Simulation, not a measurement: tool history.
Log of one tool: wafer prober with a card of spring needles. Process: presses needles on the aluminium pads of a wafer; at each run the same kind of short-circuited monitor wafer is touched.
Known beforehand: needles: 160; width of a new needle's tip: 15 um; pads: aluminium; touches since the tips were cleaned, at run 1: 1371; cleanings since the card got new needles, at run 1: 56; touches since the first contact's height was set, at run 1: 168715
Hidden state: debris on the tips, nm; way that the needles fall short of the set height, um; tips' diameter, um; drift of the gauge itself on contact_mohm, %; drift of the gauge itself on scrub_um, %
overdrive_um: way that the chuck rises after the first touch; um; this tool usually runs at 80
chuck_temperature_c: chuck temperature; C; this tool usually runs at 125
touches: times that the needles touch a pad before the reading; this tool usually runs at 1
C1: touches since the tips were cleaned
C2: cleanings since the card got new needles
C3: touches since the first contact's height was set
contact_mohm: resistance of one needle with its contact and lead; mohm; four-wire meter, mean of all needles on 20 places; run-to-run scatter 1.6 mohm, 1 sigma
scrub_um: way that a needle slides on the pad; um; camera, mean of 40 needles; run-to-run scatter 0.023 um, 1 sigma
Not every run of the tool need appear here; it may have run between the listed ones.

{"run": 1, "hour": 0.0, "overdrive_um": 80, "chuck_temperature_c": 125, "touches": 1, "C1": 1371, "C2": 56, "C3": 168715, "contact_mohm": 168, "scrub_um": 11.58}
{"hour": 22.7, "done": "tips cleaned on abrasive film"}
{"run": 2, "hour": 31.1, "overdrive_um": 80, "chuck_temperature_c": 125, "touches": 1, "C1": 1838, "C2": 57, "C3": 175508, "contact_mohm": 184, "scrub_um": 11.51}
{"hour": 52.2, "done": "tips cleaned on abrasive film"}
{"run": 3, "hour": 54.1, "overdrive_um": 80, "chuck_temperature_c": 125, "touches": 1, "C1": 412, "C2": 58, "C3": 180523, "contact_mohm": 162, "scrub_um": 11.44}
{"hour": 82.1, "done": "tips cleaned on abrasive film"}
{"run": 4, "hour": 90.2, "overdrive_um": 80, "chuck_temperature_c": 125, "touches": 1, "C1": 1755, "C2": 59, "C3": 188406, "contact_mohm": 166, "scrub_um": 11.5}
{"hour": 113.5, "done": "tips cleaned on abrasive film"}
{"run": 5, "hour": 132.5, "overdrive_um": 80, "chuck_temperature_c": 125, "touches": 1, "C1": 4176, "C2": 60, "C3": 197664, "contact_mohm": 179, "scrub_um": 11.45}
{"hour": 143.9, "done": "tips cleaned on abrasive film, once more"}
{"hour": 174.7, "done": "tips cleaned on abrasive film"}
{"run": 6, "hour": 180.9, "overdrive_um": 80, "chuck_temperature_c": 125, "touches": 1, "C1": 1340, "C2": 62, "C3": 208217, "contact_mohm": 167, "scrub_um": 11.45}
{"hour": 199.1, "done": "height of the first contact set anew"}
{"hour": 204.1, "done": "tips cleaned on abrasive film"}
{"run": 7, "hour": 228.4, "overdrive_um": 80, "chuck_temperature_c": 96, "touches": 1, "C1": 5316, "C2": 63, "C3": 6405, "contact_mohm": 176, "scrub_um": 11.9}
{"hour": 235.5, "done": "tips cleaned on abrasive film"}
{"run": 8, "hour": 260.5, "overdrive_um": 80, "chuck_temperature_c": 96, "touches": 1, "C1": 5468, "C2": 64, "C3": 13407, "contact_mohm": 178, "scrub_um": 11.89}
{"hour": 265.4, "done": "tips cleaned on abrasive film"}
{"hour": 296.0, "done": "tips cleaned on abrasive film"}
{"run": 9, "hour": 298.5, "overdrive_um": 80, "chuck_temperature_c": 125, "touches": 1, "C1": 553, "C2": 66, "C3": 21705, "contact_mohm": 163, "scrub_um": 11.87}
{"hour": 326.7, "done": "tips cleaned on abrasive film"}
{"run": 10, "hour": 328.4, "overdrive_um": 80, "chuck_temperature_c": 125, "touches": 1, "C1": 381, "C2": 67, "C3": 28231, "contact_mohm": 163, "scrub_um": 11.84}
{"run": 11, "hour": 353.2, "overdrive_um": 80, "chuck_temperature_c": 125, "touches": 1, "C1": 5816, "C2": 67, "C3": 33666, "contact_mohm": 178, "scrub_um": 11.85}
{"hour": 356.8, "done": "tips cleaned on abrasive film"}
{"run": 12, "hour": 382.2, "overdrive_um": 80, "chuck_temperature_c": 125, "touches": 1, "C1": 5555, "C2": 68, "C3": 39996, "contact_mohm": 180, "scrub_um": 11.84}
{"hour": 386.8, "done": "tips cleaned on abrasive film"}
{"hour": 416.5, "done": "tips cleaned on abrasive film"}
{"run": 13, "hour": 429.8, "overdrive_um": 80, "chuck_temperature_c": 125, "touches": 1, "C1": 2923, "C2": 70, "C3": 50393, "contact_mohm": 176, "scrub_um": 11.82}
{"hour": 448.7, "done": "tips cleaned on abrasive film"}
{"run": 14, "hour": 456.0, "overdrive_um": 80, "chuck_temperature_c": 125, "touches": 1, "C1": 1601, "C2": 71, "C3": 56098, "contact_mohm": 168, "scrub_um": 11.83}
{"hour": 477.8, "done": "tips cleaned on abrasive film"}
{"run": 15, "hour": 487.6, "overdrive_um": 80, "chuck_temperature_c": 125, "touches": 1, "C1": 2145, "C2": 72, "C3": 63006, "contact_mohm": 174, "scrub_um": 11.85}
{"hour": 506.7, "done": "tips cleaned on abrasive film"}
{"hour": 536.3, "done": "tips cleaned on abrasive film"}
{"run": 16, "hour": 536.3, "overdrive_um": 68, "chuck_temperature_c": 125, "touches": 1, "C1": 0, "C2": 74, "C3": 73631, "contact_mohm": 158, "scrub_um": 9.98}
{"hour": 567.8, "done": "tips cleaned on abrasive film"}
{"run": 17, "hour": 588.0, "overdrive_um": 80, "chuck_temperature_c": 125, "touches": 2, "C1": 4431, "C2": 75, "C3": 84950, "contact_mohm": 168, "scrub_um": 11.79}
{"hour": 600.3, "done": "tips cleaned on abrasive film"}
{"run": 18, "hour": 617.8, "overdrive_um": 80, "chuck_temperature_c": 125, "touches": 2, "C1": 3825, "C2": 76, "C3": 91444, "contact_mohm": 171, "scrub_um": 11.73}
{"hour": 629.9, "done": "tips cleaned on abrasive film"}
{"run": 19, "hour": 642.7, "overdrive_um": 80, "chuck_temperature_c": 47, "touches": 2, "C1": 2810, "C2": 77, "C3": 96885, "contact_mohm": 157, "scrub_um": 11.75}
{"hour": 659.3, "done": "tips cleaned on abrasive film"}
{"run": 20, "hour": 665.8, "overdrive_um": 80, "chuck_temperature_c": 47, "touches": 2, "C1": 1420, "C2": 78, "C3": 101921, "contact_mohm": 152, "scrub_um": 11.71}
{"hour": 689.1, "done": "tips cleaned on abrasive film"}
{"run": 21, "hour": 690.2, "overdrive_um": 80, "chuck_temperature_c": 47, "touches": 2, "C1": 242, "C2": 79, "C3": 107243, "contact_mohm": 148, "scrub_um": 11.69}
{"hour": 719.3, "done": "tips cleaned on abrasive film"}
{"run": 22, "hour": 732.9, "overdrive_um": 74, "chuck_temperature_c": 47, "touches": 1, "C1": 2982, "C2": 80, "C3": 116587, "contact_mohm": 168, "scrub_um": 10.74}
{"hour": 748.7, "done": "tips cleaned on abrasive film"}
{"run": 23, "hour": 757.2, "overdrive_um": 70, "chuck_temperature_c": 103, "touches": 1, "C1": 1862, "C2": 81, "C3": 121899, "contact_mohm": 179, "scrub_um": 10.16}
{"hour": 778.9, "done": "tips cleaned on abrasive film"}
{"run": 24, "hour": 797.2, "overdrive_um": 68, "chuck_temperature_c": 103, "touches": 2, "C1": 4004, "C2": 82, "C3": 130637, "contact_mohm": 173, "scrub_um": 9.86}
{"hour": 808.7, "done": "tips cleaned on abrasive film"}
{"run": 25, "hour": 831.4, "overdrive_um": 80, "chuck_temperature_c": 125, "touches": 1, "C1": 4977, "C2": 83, "C3": 138108, "contact_mohm": 180, "scrub_um": 11.68}
{"hour": 841.8, "done": "tips cleaned on abrasive film"}
{"run": 26, "hour": 859.5, "overdrive_um": 70, "chuck_temperature_c": 125, "touches": 2, "C1": 3876, "C2": 84, "C3": 144231, "contact_mohm": 178, "scrub_um": 10.16}
{"hour": 871.3, "done": "tips cleaned on abrasive film"}
{"hour": 903.6, "done": "tips cleaned on abrasive film"}
{"run": 27, "hour": 910.0, "overdrive_um": 70, "chuck_temperature_c": 125, "touches": 1, "C1": 1382, "C2": 86, "C3": 155253, "contact_mohm": 174, "scrub_um": 10.14}
{"hour": 933.9, "done": "tips cleaned on abrasive film"}
{"run": 28, "hour": 960.6, "overdrive_um": 63, "chuck_temperature_c": 76, "touches": 2, "C1": 5847, "C2": 87, "C3": 166330, "contact_mohm": 177, "scrub_um": 9.07}
{"hour": 965.6, "done": "tips cleaned on abrasive film"}
{"hour": 996.6, "done": "tips cleaned on abrasive film"}
{"run": 29, "hour": 1001.6, "overdrive_um": 61, "chuck_temperature_c": 60, "touches": 2, "C1": 1092, "C2": 89, "C3": 175268, "contact_mohm": 162, "scrub_um": 8.72}
{"hour": 1025.5, "done": "tips cleaned on abrasive film"}
{"run": 30, "hour": 1027.6, "overdrive_um": 61, "chuck_temperature_c": 60, "touches": 2, "C1": 466, "C2": 90, "C3": 180954, "contact_mohm": 161, "scrub_um": 8.71}
{"hour": 1057.1, "done": "tips cleaned on abrasive film"}
{"run": 31, "hour": 1057.9, "overdrive_um": 61, "chuck_temperature_c": 60, "touches": 2, "C1": 178, "C2": 91, "C3": 187568, "contact_mohm": 153, "scrub_um": 8.71}

What differs in the tool's unlogged condition from the final listed run ahead of each entry between runs to the first listed run following it?
Runs 1 to 2: tips cleaned on abrasive film (hour 22.7)
  debris on the tips, nm: 86 -> 155; way that the needles fall short of the set height, um: 2.29 -> 2.76; tips' diameter, um: 16.83 -> 17.67
  difference, measured minus the result without the unlogged condition, contact_mohm: +17 -> +31 mohm; scrub_um: -0.34 -> -0.41 um
Runs 2 to 3: tips cleaned on abrasive film (hour 52.2)
  debris on the tips, nm: 155 -> 37.9; way that the needles fall short of the set height, um: 2.76 -> 2.84; tips' diameter, um: 17.67 -> 17.7
  difference, measured minus the result without the unlogged condition, contact_mohm: +31 -> +8 mohm; scrub_um: -0.41 -> -0.43 um
Runs 3 to 4: tips cleaned on abrasive film (hour 82.1)
  debris on the tips, nm: 37.9 -> 86.1; way that the needles fall short of the set height, um: 2.84 -> 2.95; tips' diameter, um: 17.7 -> 17.74
  difference, measured minus the result without the unlogged condition, contact_mohm: +8 -> +18 mohm; scrub_um: -0.43 -> -0.44 um
Runs 4 to 5: tips cleaned on abrasive film (hour 113.5)
  debris on the tips, nm: 86.1 -> 126.7; way that the needles fall short of the set height, um: 2.95 -> 3.06; tips' diameter, um: 17.74 -> 17.78
  difference, measured minus the result without the unlogged condition, contact_mohm: +18 -> +26 mohm; scrub_um: -0.44 -> -0.46 um
Runs 5 to 6: tips cleaned on abrasive film, once more (hour 143.9); tips cleaned on abrasive film (hour 174.7)
  debris on the tips, nm: 126.7 -> 70.7; way that the needles fall short of the set height, um: 3.06 -> 3.22; tips' diameter, um: 17.78 -> 17.84
  difference, measured minus the result without the unlogged condition, contact_mohm: +26 -> +15 mohm; scrub_um: -0.46 -> -0.48 um
Runs 6 to 7: height of the first contact set anew (hour 199.1); tips cleaned on abrasive film (hour 204.1)
  debris on the tips, nm: 70.7 -> 133.5; way that the needles fall short of the set height, um: 3.22 -> 0.11; tips' diameter, um: 17.84 -> 17.88
  difference, measured minus the result without the unlogged condition, contact_mohm: +15 -> +27 mohm; scrub_um: -0.48 -> -0.02 um
Runs 7 to 8: tips cleaned on abrasive film (hour 235.5)
  debris on the tips, nm: 133.5 -> 135.4; way that the needles fall short of the set height, um: 0.11 -> 0.21; tips' diameter, um: 17.88 -> 17.91
  difference, measured minus the result without the unlogged condition, contact_mohm: +27 -> +27 mohm; scrub_um: -0.02 -> -0.04 um
Runs 8 to 9: tips cleaned on abrasive film (hour 265.4); tips cleaned on abrasive film (hour 296.0)
  debris on the tips, nm: 135.4 -> 45; way that the needles fall short of the set height, um: 0.21 -> 0.36; tips' diameter, um: 17.91 -> 17.96
  difference, measured minus the result without the unlogged condition, contact_mohm: +27 -> +9 mohm; scrub_um: -0.04 -> -0.06 um
Runs 9 to 10: tips cleaned on abrasive film (hour 326.7)
  debris on the tips, nm: 45 -> 37.1; way that the needles fall short of the set height, um: 0.36 -> 0.47; tips' diameter, um: 17.96 -> 18
  difference, measured minus the result without the unlogged condition, contact_mohm: +9 -> +8 mohm; scrub_um: -0.06 -> -0.07 um
Runs 11 to 12: tips cleaned on abrasive film (hour 356.8)
  debris on the tips, nm: 137 -> 135; way that the needles fall short of the set height, um: 0.47 -> 0.56; tips' diameter, um: 18 -> 18.03
  difference, measured minus the result without the unlogged condition, contact_mohm: +26 -> +27 mohm; scrub_um: -0.07 -> -0.08 um
Runs 12 to 13: tips cleaned on abrasive film (hour 386.8); tips cleaned on abrasive film (hour 416.5)
  debris on the tips, nm: 135 -> 115.7; way that the needles fall short of the set height, um: 0.56 -> 0.72; tips' diameter, um: 18.03 -> 18.09
  difference, measured minus the result without the unlogged condition, contact_mohm: +27 -> +23 mohm; scrub_um: -0.08 -> -0.10 um
Runs 13 to 14: tips cleaned on abrasive film (hour 448.7)
  debris on the tips, nm: 115.7 -> 74.4; way that the needles fall short of the set height, um: 0.72 -> 0.82; tips' diameter, um: 18.09 -> 18.12
  difference, measured minus the result without the unlogged condition, contact_mohm: +23 -> +16 mohm; scrub_um: -0.10 -> -0.12 um
Runs 14 to 15: tips cleaned on abrasive film (hour 477.8)
  debris on the tips, nm: 74.4 -> 104.4; way that the needles fall short of the set height, um: 0.82 -> 0.9; tips' diameter, um: 18.12 -> 18.15
  difference, measured minus the result without the unlogged condition, contact_mohm: +16 -> +21 mohm; scrub_um: -0.12 -> -0.13 um
Runs 15 to 16: tips cleaned on abrasive film (hour 506.7); tips cleaned on abrasive film (hour 536.3)
  debris on the tips, nm: 104.4 -> 7.8; way that the needles fall short of the set height, um: 0.9 -> 1.08; tips' diameter, um: 18.15 -> 18.22
  difference, measured minus the result without the unlogged condition, contact_mohm: +21 -> +3 mohm; scrub_um: -0.13 -> -0.16 um
Runs 16 to 17: tips cleaned on abrasive film (hour 567.8)
  debris on the tips, nm: 7.8 -> 128.5; way that the needles fall short of the set height, um: 1.08 -> 1.15; tips' diameter, um: 18.22 -> 18.24
  difference, measured minus the result without the unlogged condition, contact_mohm: +3 -> +16 mohm; scrub_um: -0.16 -> -0.17 um
Runs 17 to 18: tips cleaned on abrasive film (hour 600.3)
  debris on the tips, nm: 128.5 -> 126.9; way that the needles fall short of the set height, um: 1.15 -> 1.27; tips' diameter, um: 18.24 -> 18.28
  difference, measured minus the result without the unlogged condition, contact_mohm: +16 -> +16 mohm; scrub_um: -0.17 -> -0.19 um
Runs 18 to 19: tips cleaned on abrasive film (hour 629.9)
  debris on the tips, nm: 126.9 -> 112; way that the needles fall short of the set height, um: 1.27 -> 1.38; tips' diameter, um: 18.28 -> 18.32
  difference, measured minus the result without the unlogged condition, contact_mohm: +16 -> +16 mohm; scrub_um: -0.19 -> -0.20 um
Runs 19 to 20: tips cleaned on abrasive film (hour 659.3)
  debris on the tips, nm: 112 -> 86.2; way that the needles fall short of the set height, um: 1.38 -> 1.45; tips' diameter, um: 18.32 -> 18.34
  difference, measured minus the result without the unlogged condition, contact_mohm: +16 -> +12 mohm; scrub_um: -0.20 -> -0.22 um
Runs 20 to 21: tips cleaned on abrasive film (hour 689.1)
  debris on the tips, nm: 86.2 -> 29.1; way that the needles fall short of the set height, um: 1.45 -> 1.57; tips' diameter, um: 18.34 -> 18.39
  difference, measured minus the result without the unlogged condition, contact_mohm: +12 -> +5 mohm; scrub_um: -0.22 -> -0.23 um
Runs 21 to 22: tips cleaned on abrasive film (hour 719.3)
  debris on the tips, nm: 29.1 -> 110.3; way that the needles fall short of the set height, um: 1.57 -> 1.66; tips' diameter, um: 18.39 -> 18.42
  difference, measured minus the result without the unlogged condition, contact_mohm: +5 -> +29 mohm; scrub_um: -0.23 -> -0.25 um
Runs 22 to 23: tips cleaned on abrasive film (hour 748.7)
  debris on the tips, nm: 110.3 -> 96.8; way that the needles fall short of the set height, um: 1.66 -> 1.75; tips' diameter, um: 18.42 -> 18.45
  difference, measured minus the result without the unlogged condition, contact_mohm: +29 -> +26 mohm; scrub_um: -0.25 -> -0.26 um
Runs 23 to 24: tips cleaned on abrasive film (hour 778.9)
  debris on the tips, nm: 96.8 -> 121.3; way that the needles fall short of the set height, um: 1.75 -> 1.82; tips' diameter, um: 18.45 -> 18.47
  difference, measured minus the result without the unlogged condition, contact_mohm: +26 -> +21 mohm; scrub_um: -0.26 -> -0.27 um
Runs 24 to 25: tips cleaned on abrasive film (hour 808.7)
  debris on the tips, nm: 121.3 -> 133; way that the needles fall short of the set height, um: 1.82 -> 1.89; tips' diameter, um: 18.47 -> 18.5
  difference, measured minus the result without the unlogged condition, contact_mohm: +21 -> +28 mohm; scrub_um: -0.27 -> -0.28 um
Runs 25 to 26: tips cleaned on abrasive film (hour 841.8)
  debris on the tips, nm: 133 -> 123.9; way that the needles fall short of the set height, um: 1.89 -> 1.98; tips' diameter, um: 18.5 -> 18.53
  difference, measured minus the result without the unlogged condition, contact_mohm: +28 -> +21 mohm; scrub_um: -0.28 -> -0.29 um
Runs 26 to 27: tips cleaned on abrasive film (hour 871.3); tips cleaned on abrasive film (hour 903.6)
  debris on the tips, nm: 123.9 -> 81.3; way that the needles fall short of the set height, um: 1.98 -> 2.15; tips' diameter, um: 18.53 -> 18.59
  difference, measured minus the result without the unlogged condition, contact_mohm: +21 -> +22 mohm; scrub_um: -0.29 -> -0.32 um
Runs 27 to 28: tips cleaned on abrasive film (hour 933.9)
  debris on the tips, nm: 81.3 -> 137.3; way that the needles fall short of the set height, um: 2.15 -> 2.25; tips' diameter, um: 18.59 -> 18.62
  difference, measured minus the result without the unlogged condition, contact_mohm: +22 -> +29 mohm; scrub_um: -0.32 -> -0.34 um
Runs 28 to 29: tips cleaned on abrasive film (hour 965.6); tips cleaned on abrasive film (hour 996.6)
  debris on the tips, nm: 137.3 -> 61.1; way that the needles fall short of the set height, um: 2.25 -> 2.44; tips' diameter, um: 18.62 -> 18.69
  difference, measured minus the result without the unlogged condition, contact_mohm: +29 -> +15 mohm; scrub_um: -0.34 -> -0.37 um
Runs 29 to 30: tips cleaned on abrasive film (hour 1025.5)
  debris on the tips, nm: 61.1 -> 43.5; way that the needles fall short of the set height, um: 2.44 -> 2.55; tips' diameter, um: 18.69 -> 18.73
  difference, measured minus the result without the unlogged condition, contact_mohm: +15 -> +12 mohm; scrub_um: -0.37 -> -0.38 um
Runs 30 to 31: tips cleaned on abrasive film (hour 1057.1)
  debris on the tips, nm: 43.5 -> 20.4; way that the needles fall short of the set height, um: 2.55 -> 2.64; tips' diameter, um: 18.73 -> 18.76
  difference, measured minus the result without the unlogged condition, contact_mohm: +12 -> +7 mohm; scrub_um: -0.38 -> -0.39 um
